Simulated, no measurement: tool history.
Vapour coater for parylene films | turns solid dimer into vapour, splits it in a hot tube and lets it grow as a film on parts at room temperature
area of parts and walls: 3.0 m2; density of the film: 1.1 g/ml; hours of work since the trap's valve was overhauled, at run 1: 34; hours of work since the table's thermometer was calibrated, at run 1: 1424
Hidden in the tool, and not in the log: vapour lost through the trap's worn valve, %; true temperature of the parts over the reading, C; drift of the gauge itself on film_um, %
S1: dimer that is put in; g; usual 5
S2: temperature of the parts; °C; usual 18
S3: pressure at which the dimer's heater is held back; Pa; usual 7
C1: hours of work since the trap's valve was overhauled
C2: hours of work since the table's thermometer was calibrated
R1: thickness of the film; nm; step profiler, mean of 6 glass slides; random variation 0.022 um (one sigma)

{"run": 1, "hour": 0.0, "S1": 5, "S2": 18, "S3": 7, "C1": 34, "C2": 1424, "R1": 1160}
{"run": 2, "hour": 30.1, "S1": 5, "S2": 18, "S3": 10.99, "C1": 58, "C2": 1447, "R1": 1090}
{"run": 3, "hour": 55.5, "S1": 5, "S2": 18, "S3": 7, "C1": 78, "C2": 1468, "R1": 1100}
{"run": 4, "hour": 84.5, "S1": 5, "S2": 18, "S3": 7, "C1": 101, "C2": 1491, "R1": 1090}
{"run": 5, "hour": 119.0, "S1": 5, "S2": 18, "S3": 7, "C1": 129, "C2": 1518, "R1": 1050}
{"run": 6, "hour": 145.7, "S1": 5, "S2": 18, "S3": 7, "C1": 150, "C2": 1539, "R1": 1020}
{"run": 7, "hour": 181.8, "S1": 5, "S2": 18, "S3": 6.51, "C1": 179, "C2": 1568, "R1": 1010}
{"run": 8, "hour": 209.1, "S1": 5, "S2": 18, "S3": 6.51, "C1": 200, "C2": 1589, "R1": 1020}
{"hour": 227.1, "done": "trap's valve overhauled"}
{"run": 9, "hour": 236.4, "S1": 5, "S2": 18, "S3": 6.51, "C1": 7, "C2": 1608, "R1": 1130}
{"run": 10, "hour": 278.4, "S1": 5, "S2": 18, "S3": 7, "C1": 41, "C2": 1641, "R1": 1110}
{"run": 11, "hour": 312.2, "S1": 5, "S2": 18, "S3": 7, "C1": 67, "C2": 1668, "R1": 1040}
{"run": 12, "hour": 338.4, "S1": 5, "S2": 18, "S3": 9.49, "C1": 88, "C2": 1689, "R1": 990}
{"run": 13, "hour": 383.6, "S1": 5, "S2": 18, "S3": 9.49, "C1": 124, "C2": 1725, "R1": 1020}
{"run": 14, "hour": 416.0, "S1": 5, "S2": 18, "S3": 9.49, "C1": 150, "C2": 1750, "R1": 990}
{"run": 15, "hour": 455.8, "S1": 4, "S2": 18, "S3": 7, "C1": 181, "C2": 1782, "R1": 800}
{"hour": 498.6, "done": "trap's valve overhauled"}
{"run": 16, "hour": 506.1, "S1": 4, "S2": 18, "S3": 7, "C1": 6, "C2": 1819, "R1": 910}
{"hour": 529.2, "done": "table's thermometer calibrated"}
{"run": 17, "hour": 535.5, "S1": 4, "S2": 18, "S3": 7, "C1": 28, "C2": 5, "R1": 940}
{"run": 18, "hour": 574.2, "S1": 4, "S2": 18, "S3": 7, "C1": 59, "C2": 36, "R1": 900}
{"run": 19, "hour": 619.8, "S1": 5, "S2": 17, "S3": 7, "C1": 95, "C2": 72, "R1": 1130}
{"run": 20, "hour": 669.1, "S1": 5, "S2": 17, "S3": 7, "C1": 134, "C2": 111, "R1": 1100}
{"run": 21, "hour": 697.7, "S1": 6, "S2": 17, "S3": 7, "C1": 157, "C2": 134, "R1": 1300}
{"run": 22, "hour": 728.5, "S1": 6, "S2": 17, "S3": 7, "C1": 181, "C2": 158, "R1": 1310}
{"run": 23, "hour": 756.7, "S1": 5, "S2": 18, "S3": 7, "C1": 204, "C2": 180, "R1": 990}
{"hour": 770.9, "done": "trap's valve overhauled"}
{"run": 24, "hour": 794.0, "S1": 3, "S2": 23, "S3": 3.76, "C1": 18, "C2": 207, "R1": 680}
{"run": 25, "hour": 844.5, "S1": 7, "S2": 19, "S3": 4.08, "C1": 58, "C2": 247, "R1": 1610}
{"run": 26, "hour": 894.1, "S1": 3, "S2": 12, "S3": 5.49, "C1": 98, "C2": 286, "R1": 790}
{"run": 27, "hour": 931.5, "S1": 8, "S2": 20, "S3": 2.92, "C1": 127, "C2": 316, "R1": 1780}
{"run": 28, "hour": 957.0, "S1": 8, "S2": 20, "S3": 2.92, "C1": 148, "C2": 336, "R1": 1750}
{"run": 29, "hour": 998.0, "S1": 3, "S2": 27, "S3": 5.96, "C1": 180, "C2": 369, "R1": 540}
{"run": 30, "hour": 1028.1, "S1": 7, "S2": 24, "S3": 8.88, "C1": 204, "C2": 392, "R1": 1250}
{"hour": 1042.1, "done": "trap's valve overhauled"}
{"run": 31, "hour": 1060.8, "S1": 7, "S2": 24, "S3": 8.88, "C1": 15, "C2": 415, "R1": 1400}
{"run": 32, "hour": 1103.4, "S1": 7, "S2": 12, "S3": 4.56, "C1": 49, "C2": 449, "R1": 1890}
{"run": 33, "hour": 1136.3, "S1": 4, "S2": 18, "S3": 10.87, "C1": 75, "C2": 475, "R1": 870}
{"run": 34, "hour": 1158.9, "S1": 7, "S2": 24, "S3": 3.9, "C1": 93, "C2": 493, "R1": 1390}
{"run": 35, "hour": 1190.2, "S1": 7, "S2": 21, "S3": 3.9, "C1": 118, "C2": 518, "R1": 1490}
{"run": 36, "hour": 1223.4, "S1": 3, "S2": 21, "S3": 9.34, "C1": 144, "C2": 544, "R1": 590}
{"run": 37, "hour": 1247.0, "S1": 3, "S2": 18, "S3": 7, "C1": 163, "C2": 563, "R1": 640}
{"run": 38, "hour": 1269.1, "S1": 9, "S2": 11, "S3": 2.43, "C1": 180, "C2": 580, "R1": 2320}
{"hour": 1312.2, "done": "trap's valve overhauled"}
{"run": 39, "hour": 1313.9, "S1": 9, "S2": 11, "S3": 2.43, "C1": 1, "C2": 613, "R1": 2570}
{"run": 40, "hour": 1358.7, "S1": 9, "S2": 11, "S3": 2.43, "C1": 37, "C2": 648, "R1": 2490}
{"run": 41, "hour": 1388.8, "S1": 3, "S2": 11, "S3": 6.45, "C1": 61, "C2": 672, "R1": 810}
{"run": 42, "hour": 1438.0, "S1": 3, "S2": 11, "S3": 6.45, "C1": 100, "C2": 711, "R1": 750}
{"run": 43, "hour": 1488.5, "S1": 3, "S2": 11, "S3": 6.45, "C1": 140, "C2": 751, "R1": 770}
{"run": 44, "hour": 1525.1, "S1": 4, "S2": 18, "S3": 7, "C1": 169, "C2": 780, "R1": 820}
{"run": 45, "hour": 1567.9, "S1": 6, "S2": 14, "S3": 4.28, "C1": 203, "C2": 814, "R1": 1380}
{"hour": 1584.4, "done": "trap's valve overhauled"}
{"run": 46, "hour": 1621.4, "S1": 5, "S2": 13, "S3": 5.87, "C1": 29, "C2": 853, "R1": 1310}

Measured less the same run without the tool's hidden state. The same run-to-run variation is in both; the gauge's scatter may not be:
run=1 R1=-50
run=2 R1=-60
run=3 R1=-70
run=4 R1=-90
run=5 R1=-110
run=6 R1=-130
run=7 R1=-140
run=8 R1=-160
run=9 R1=-40
run=10 R1=-60
run=11 R1=-80
run=12 R1=-100
run=13 R1=-110
run=14 R1=-130
run=15 R1=-130
run=16 R1=-40
run=17 R1=-20
run=18 R1=-40
run=19 R1=-70
run=20 R1=-100
run=21 R1=-140
run=22 R1=-160
run=23 R1=-140
run=24 R1=-10
run=25 R1=-70
run=26 R1=-50
run=27 R1=-160
run=28 R1=-170
run=29 R1=-60
run=30 R1=-170
run=31 R1=-30
run=32 R1=-70
run=33 R1=-50
run=34 R1=-100
run=35 R1=-130
run=36 R1=-60
run=37 R1=-70
run=38 R1=-300
run=39 R1=-40
run=40 R1=-100
run=41 R1=-40
run=42 R1=-60
run=43 R1=-70
run=44 R1=-100
run=45 R1=-210
run=46 R1=-40

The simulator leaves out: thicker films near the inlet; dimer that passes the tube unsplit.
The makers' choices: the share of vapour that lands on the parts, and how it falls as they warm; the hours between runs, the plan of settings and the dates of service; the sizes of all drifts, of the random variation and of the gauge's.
